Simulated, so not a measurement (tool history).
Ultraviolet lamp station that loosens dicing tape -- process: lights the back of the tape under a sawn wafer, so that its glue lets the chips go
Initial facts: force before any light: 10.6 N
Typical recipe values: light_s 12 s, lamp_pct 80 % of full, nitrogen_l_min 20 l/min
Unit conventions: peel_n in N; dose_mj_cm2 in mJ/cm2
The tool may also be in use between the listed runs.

run	day	light_s	lamp_pct	nitrogen_l_min	peel_n	dose_mj_cm2
1	0	12	80	20	0.679	222
2	0.371	12	80	20	0.652	217
3	0.679	12	80	20	0.647	221
4	1.083	12	80	20	0.681	218
5	1.371	12	80	20	0.666	220
6	1.871	12	80	20	0.661	223
7	2.275	12	80	20	0.641	217
8	2.771	12	80	20	0.648	217
9	3.192	12	80	24	0.59	221
10	3.633	9	80	20	1.261	164
11	3.9	9	80	20	1.177	165
12	4.362	12	80	37	0.446	219
13	4.812	12	80	37	0.455	221
14	5.175	12	80	37	0.459	220
15	5.483	12	80	37	0.467	222
16	5.883	12	80	37	0.448	223
17	6.15	12	80	20	0.673	221
18	6.646	12	80	20	0.655	220
19	6.983	8	80	20	1.543	147
20	7.204	8	80	20	1.522	146
21	7.642	8	80	20	1.551	149
22	8.062	8	80	20	1.53	148
23	8.442	9	61	20	2.019	123
24	8.783	12	77	20	0.714	211
25	9.033	12	77	20	0.731	218
26	9.546	12	74	29	0.658	205
27	9.771	12	74	29	0.657	201
28	10.312	12	72	13	1.074	196
29	10.767	12	71	34	0.65	195
30	10.996	13	71	34	0.535	212
31	11.471	9	72	20	1.526	152
32	11.929	9	72	20	1.497	152
33	12.296	20	80	15	0.258	359
34	12.65	8	80	15	1.793	149
35	12.938	8	80	15	1.772	147
36	13.254	8	80	15	1.741	145
37	13.692	11	80	14	0.997	199
38	14.167	12	94	20	0.45	256
39	14.554	8	79	20	1.557	141
40	14.846	8	79	20	1.555	143
41	15.121	8	79	20	1.511	140

5 options for the next run, each taken on its own from the tool as it stands now. Forecast them:
A	15.475	10	100	7	?	?
B	15.475	23	97	8	?	?
C	15.475	12	80	10	?	?
D	15.475	12	80	32	?	?
E	15.475	23	80	20	?	?

run	peel_n	dose_mj_cm2
A	1.271	229
B	0.224	512
C	1.037	220
D	0.505	222
E	0.204	423
With no hidden state in the tool, these same runs would have given:
run	peel_n	dose_mj_cm2
A	1.261	230
B	0.223	514
C	1.029	221
D	0.501	222
E	0.204	424
